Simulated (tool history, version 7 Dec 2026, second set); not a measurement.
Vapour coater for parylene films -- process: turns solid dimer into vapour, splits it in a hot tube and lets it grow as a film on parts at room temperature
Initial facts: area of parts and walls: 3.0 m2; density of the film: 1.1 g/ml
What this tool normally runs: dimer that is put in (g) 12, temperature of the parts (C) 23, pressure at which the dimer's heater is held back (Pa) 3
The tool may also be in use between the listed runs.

run    hour  dimer that is put in (g)  temperature of the parts (C)  pressure at which the dimer's heater is held back (Pa)  thickness of the film (nm)
  1       0                        12                            23                                                       3                        2550
  2    42.7                        12                            23                                                       3                        2560
       76.7  -- trap's valve overhauled
  3    76.7                        12                            23                                                       3                        2440
  4   108.9                        12                            23                                                       3                        2440
  5   148.8                        12                            23                                                       3                        2380
  6   168.6                         6                            23                                                       3                        1190
  7   212.7                        12                            23                                                     7.3                        2220
      243.7  -- trap's valve overhauled, once more
  8   255.4                        12                            23                                                     7.3                        2690
  9   288.3                        12                            23                                                       3                        2850
 10   326.5                        12                            23                                                       3                        2780
 11   354.7                        12                            23                                                       3                        2780
 12   379.2                        12                            23                                                    3.47                        2710
 13   410.1                        18                            23                                                    3.47                        4080
 14   445.6                        18                            23                                                    3.47                        4050
 15   470.3                        12                            23                                                       3                        2690
 16   502.5                        12                            23                                                    3.32                        2650
      525.4  -- table's thermometer calibrated
 17   539.8                        10                            23                                                       3                        2130
 18   569.3                        10                            23                                                       3                        2140
 19     606                         7                            23                                                    2.78                        1460
 20   632.6                         7                            23                                                    2.78                        1470
      658.5  -- trap's valve overhauled
 21   678.4                         7                            23                                                    2.78                        1660
 22   707.5                        15                            15                                                       3                        4230
 23   738.9                        21                            21                                                    4.42                        5020
 24   772.4                         6                            17                                                    5.95                        1510
 25     795                         6                            16                                                   10.72                        1490
 26   834.3                        21                            23                                                       3                        4750
 27     860                        18                            24                                                    5.49                        3740
 28   902.9                        18                            24                                                    5.49                        3700
 29     937                        18                            24                                                    5.49                        3620
 30   978.7                        18                            24                                                    5.49                        3670
 31  1010.1                        18                            24                                                    5.49                        3550
 32  1044.7                         8                            23                                                       3                        1670
 33  1065.4                         6                            23                                                    3.43                        1250

Predict each of these 4 candidate next runs independently; none follows another, all start after run 33:
     1072.4  -- trap's valve overhauled
  A  1108                         6                            23                                                    9.94                           ?
     1072.4  -- trap's valve overhauled
  B  1108                         9                            23                                                       3                           ?
     1072.4  -- trap's valve overhauled
  C  1108                         6                            17                                                    3.43                           ?
     1072.4  -- trap's valve overhauled
  D  1108                         6                            21                                                       3                           ?

run  thickness of the film (nm)
  A                        1310
  B                        2110
  C                        1570
  D                        1490
With the hidden condition removed and each run's random variation left untouched, the same runs would have given:
run  thickness of the film (nm)
  A                        1320
  B                        2130
  C                        1590
  D                        1500
